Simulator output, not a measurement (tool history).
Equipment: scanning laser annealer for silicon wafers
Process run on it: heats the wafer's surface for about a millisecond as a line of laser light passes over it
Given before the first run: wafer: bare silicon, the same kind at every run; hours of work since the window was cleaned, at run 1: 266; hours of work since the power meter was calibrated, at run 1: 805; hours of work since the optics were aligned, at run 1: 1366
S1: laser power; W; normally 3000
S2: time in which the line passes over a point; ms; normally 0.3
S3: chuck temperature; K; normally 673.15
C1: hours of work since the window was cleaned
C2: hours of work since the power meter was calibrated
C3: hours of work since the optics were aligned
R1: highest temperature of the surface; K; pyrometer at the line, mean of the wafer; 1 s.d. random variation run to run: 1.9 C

run 1 hour=0 | S1=3000 S2=0.3 S3=673.15 | C1=266 C2=805 C3=1366 | R1=1442.15
run 2 hour=13.9 | S1=3000 S2=0.3 S3=673.15 | C1=277 C2=815 C3=1376 | R1=1441.15
run 3 hour=36.2 | S1=3000 S2=0.3 S3=673.15 | C1=294 C2=832 C3=1393 | R1=1440.15
run 4 hour=48.3 | S1=2676 S2=0.3 S3=673.15 | C1=304 C2=842 C3=1403 | R1=1352.15
run 5 hour=74.3 | S1=3000 S2=0.3 S3=673.15 | C1=324 C2=862 C3=1423 | R1=1441.15
run 6 hour=93.7 | S1=3000 S2=0.3 S3=673.15 | C1=338 C2=877 C3=1438 | R1=1438.15
run 7 hour=118.9 | S1=3000 S2=0.3 S3=673.15 | C1=358 C2=896 C3=1457 | R1=1437.15
run 8 hour=144.8 | S1=3000 S2=0.3 S3=673.15 | C1=378 C2=916 C3=1477 | R1=1435.15
run 9 hour=160.6 | S1=3000 S2=0.3 S3=673.15 | C1=390 C2=928 C3=1489 | R1=1430.15
run 10 hour=172.8 | S1=3000 S2=0.276 S3=673.15 | C1=399 C2=938 C3=1498 | R1=1409.15
run 11 hour=200.7 | S1=3000 S2=0.276 S3=673.15 | C1=421 C2=959 C3=1520 | R1=1403.15
run 12 hour=214.9 | S1=3000 S2=0.3 S3=673.15 | C1=432 C2=970 C3=1531 | R1=1431.15
run 13 hour=230.6 | S1=3000 S2=0.3 S3=673.15 | C1=444 C2=982 C3=1543 | R1=1427.15
run 14 hour=248.3 | S1=3000 S2=0.324 S3=662.15 | C1=457 C2=996 C3=1556 | R1=1444.15
run 15 hour=263.3 | S1=3000 S2=0.324 S3=662.15 | C1=469 C2=1007 C3=1568 | R1=1441.15
run 16 hour=276.3 | S1=3000 S2=0.377 S3=673.15 | C1=479 C2=1017 C3=1578 | R1=1505.15
-- hour=280.4 window over the wafer cleaned
run 17 hour=298.1 | S1=2934 S2=0.215 S3=692.15 | C1=14 C2=1032 C3=1593 | R1=1315.15
run 18 hour=318.2 | S1=2934 S2=0.215 S3=692.15 | C1=29 C2=1048 C3=1609 | R1=1320.15
-- hour=325.2 window over the wafer cleaned, once more
run 19 hour=333.4 | S1=2934 S2=0.215 S3=692.15 | C1=6 C2=1058 C3=1619 | R1=1357.15
run 20 hour=352.4 | S1=2934 S2=0.215 S3=692.15 | C1=21 C2=1072 C3=1633 | R1=1359.15
run 21 hour=373.9 | S1=3115 S2=0.24 S3=671.15 | C1=37 C2=1089 C3=1650 | R1=1412.15
-- hour=388.5 optics aligned, line set to its width
run 22 hour=391 | S1=2955 S2=0.294 S3=673.15 | C1=47 C2=1098 C3=2 | R1=1456.15
run 23 hour=404.6 | S1=2692 S2=0.328 S3=656.15 | C1=57 C2=1109 C3=12 | R1=1401.15
run 24 hour=419.1 | S1=2692 S2=0.328 S3=656.15 | C1=68 C2=1120 C3=24 | R1=1394.15
run 25 hour=440.6 | S1=2965 S2=0.371 S3=656.15 | C1=85 C2=1136 C3=40 | R1=1522.15

5 ways to go on from here, each from the tool as it stands after run 25. What would each give?
run A hour=466.4 | S1=3110 S2=0.303 S3=673.15 | C1=105 C2=1156 C3=60 | R1=?
run B hour=466.4 | S1=2637 S2=0.233 S3=645.15 | C1=105 C2=1156 C3=60 | R1=?
run C hour=466.4 | S1=2927 S2=0.212 S3=673.15 | C1=105 C2=1156 C3=60 | R1=?
run D hour=466.4 | S1=2836 S2=0.3 S3=673.15 | C1=105 C2=1156 C3=60 | R1=?
run E hour=466.4 | S1=3000 S2=0.222 S3=673.15 | C1=105 C2=1156 C3=60 | R1=?

run=A R1=1506.15
run=B R1=1272.15
run=C R1=1346.15
run=D R1=1425.15
run=E R1=1374.15
What these runs would have given with no unlogged condition in the tool:
run=A R1=1513.15
run=B R1=1277.15
run=C R1=1351.15
run=D R1=1432.15
run=E R1=1380.15
